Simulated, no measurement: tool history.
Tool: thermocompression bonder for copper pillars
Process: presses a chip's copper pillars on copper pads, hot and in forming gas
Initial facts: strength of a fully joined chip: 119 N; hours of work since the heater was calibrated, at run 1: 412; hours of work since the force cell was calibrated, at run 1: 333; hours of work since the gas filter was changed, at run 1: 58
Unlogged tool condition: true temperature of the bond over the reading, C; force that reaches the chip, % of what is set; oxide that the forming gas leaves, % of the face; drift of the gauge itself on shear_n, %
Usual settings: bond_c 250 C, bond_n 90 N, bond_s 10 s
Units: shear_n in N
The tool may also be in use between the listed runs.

run    hour  bond_c  bond_n  bond_s  hours of work since the heater was calibrated  hours of work since the force cell was calibrated  hours of work since the gas filter was changed  shear_n
  1     0.0     250      90      10                                            412                                                333                                              58     69.7
  2    25.3     250      90      10                                            424                                                346                                              70     68.5
  3    54.7     250      90      10                                            439                                                360                                              84     69.4
  4    87.4     250      90      10                                            454                                                375                                             100     68.8
  5   120.8     250      90      10                                            470                                                391                                             116     68.8
  6   156.2     259      90      10                                            487                                                408                                             133     77.2
  7   172.7     250      90      20                                            495                                                416                                             141     85.2
  8   212.0     250      90      20                                            514                                                435                                             160     83.8
  9   238.5     250      90      20                                            527                                                448                                             172     83.7
 10   272.6     250      90      10                                            543                                                464                                             189     69.5
      306.2  -- forming gas filter changed
 11   308.2     250      90      10                                            560                                                481                                               1     71.6
 12   348.3     250      90      20                                            579                                                500                                              20     85.0
 13   384.2     250      90      20                                            596                                                518                                              37     85.8
 14   402.6     250      90      20                                            605                                                526                                              46     88.1
 15   420.7     250      90      20                                            614                                                535                                              55     86.1
 16   447.0     250      90      20                                            627                                                548                                              68     86.2
 17   464.5     250      90      10                                            635                                                556                                              76     69.8
 18   493.2     250      90      10                                            649                                                570                                              90     69.5
 19   525.7     260      90      10                                            664                                                586                                             105     79.2
 20   550.8     250      90      10                                            676                                                598                                             117     72.2
 21   568.3     244      90      10                                            685                                                606                                             126     66.4
 22   604.0     274      58      22                                            702                                                623                                             143     78.5
 23   639.5     274     112      22                                            719                                                640                                             160    109.8
 24   656.3     227      61      22                                            727                                                648                                             168     46.8
 25   678.4     250      66      10                                            738                                                659                                             179     55.4
 26   701.6     224     109      24                                            749                                                670                                             190     79.0
      731.7  -- forming gas filter changed
 27   740.5     234     126       8                                            767                                                688                                               4     74.6
 28   768.3     234     126       8                                            781                                                702                                              18     74.0
 29   805.2     224      59       6                                            798                                                720                                              35     25.8
 30   832.9     276      59       6                                            812                                                733                                              49     56.8
 31   855.1     276      59       6                                            822                                                743                                              59     57.6
 32   884.3     227     123      10                                            836                                                758                                              73     71.5
 33   909.7     227     123      10                                            849                                                770                                              85     71.3
 34   934.0     245      69      27                                            860                                                781                                              97     75.6
 35   963.6     245      69      27                                            874                                                796                                             111     74.4
 36  1003.4     263      65       6                                            894                                                815                                             130     53.9
 37  1031.0     271      98       6                                            907                                                828                                             144     83.5
 38  1052.7     271      73      18                                            917                                                838                                             154     88.3
 39  1071.3     262      84      21                                            926                                                847                                             163     94.7
 40  1093.3     262      84      21                                            937                                                858                                             174     93.5

Selected run-to-run steps in shear_n, each split into two signed amounts: the part the tool would show with no hidden state at all (from settings, incoming material and random variation), and the remainder, which goes to the hidden state together with any gauge scatter not common to the measured and the hidden-state-free results:
Run 22 -> 23: bond_n 58 -> 112. shear_n +31.3 N: hidden state -3.5, all else +34.8.
Run 23 -> 24: bond_c 274 -> 227, bond_n 112 -> 61. shear_n -63.0 N: hidden state +3.8, all else -66.8.
Run 28 -> 29: bond_c 234 -> 224, bond_n 126 -> 59, bond_s 8 -> 6. shear_n -48.2 N: hidden state -3.4, all else -44.8.

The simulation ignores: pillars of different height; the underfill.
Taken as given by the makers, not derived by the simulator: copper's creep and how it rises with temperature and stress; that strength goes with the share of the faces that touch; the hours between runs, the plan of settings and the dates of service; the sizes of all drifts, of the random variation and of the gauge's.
